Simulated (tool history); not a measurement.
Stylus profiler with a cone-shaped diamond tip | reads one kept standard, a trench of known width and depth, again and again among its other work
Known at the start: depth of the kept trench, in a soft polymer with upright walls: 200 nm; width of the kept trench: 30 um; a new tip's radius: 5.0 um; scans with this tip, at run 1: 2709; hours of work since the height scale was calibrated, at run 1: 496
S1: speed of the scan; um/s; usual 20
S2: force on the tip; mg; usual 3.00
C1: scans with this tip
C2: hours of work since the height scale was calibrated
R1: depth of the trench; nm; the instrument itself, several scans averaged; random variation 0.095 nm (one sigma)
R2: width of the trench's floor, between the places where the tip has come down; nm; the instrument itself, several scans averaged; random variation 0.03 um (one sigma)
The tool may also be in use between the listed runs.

run     day  S1    S2    C1    C2      R1     R2
  1   0.000  20  3.00  2709   496  201.50  26830
  2   1.612  49  3.00  2827   518  201.44  26680
  3   3.667  49  3.00  2978   546  201.68  26640
  4   5.129  20  3.00  3085   565  201.47  26830
  5   7.367  20  3.00  3250   596  201.40  26800
  6   9.846  20  3.00  3432   629  201.47  26750
  7  11.262  20  3.00  3536   648  201.19  26700
  8  12.625  20  3.00  3636   666  201.32  26810
  9  14.062  38  3.00  3741   686  201.25  26620
 10  15.783  20  3.00  3868   709  201.21  26750
 11  16.992  20  3.00  3956   725  201.25  26720
 12  19.183  20  3.00  4117   755  201.31  26640
 13  20.496  20  1.05  4213   772  200.37  26580
 14  21.525  33  1.05  4289   786  200.16  26550
 15  23.988  20  3.00  4470   819  201.19  26650
 16  25.608  20  3.00  4589   841  201.27  26680
 17  27.075  20  4.23  4696   861  201.80  26630
 18  28.700   7  3.00  4816   883  201.11  26710
 19  30.029  20  3.00  4913   900  201.10  26600
 20  31.371  20  3.00  5012   919  201.20  26580
 21  33.867  20  3.00  5195   952  201.17  26600
 22  36.262  38  3.00  5371   984  201.02  26460
 23  38.146  20  3.00  5509  1010  201.06  26540
 24  40.621   6  3.00  5691  1043  200.87  26540
 25  41.933   6  3.00  5787  1061  201.06  26530
 26  43.279  33  2.86  5886  1079  200.84  26450
 27  45.092  20  7.06  6019  1103  202.45  26530
 28  47.383  20  7.06  6187  1134  202.37  26570
 29  48.467  20  2.36  6267  1149  200.61  26480
 30  50.638  20  8.65  6426  1178  203.00  26520

Forecast run 31:
 31  52.488   5  2.21  6562  1203   ?   ?

Run 31 gave R1 200.55 nm, R2 26500 nm.
Without the tool's hidden state the same run would have given R1 201.66 nm, R2 27150 nm.
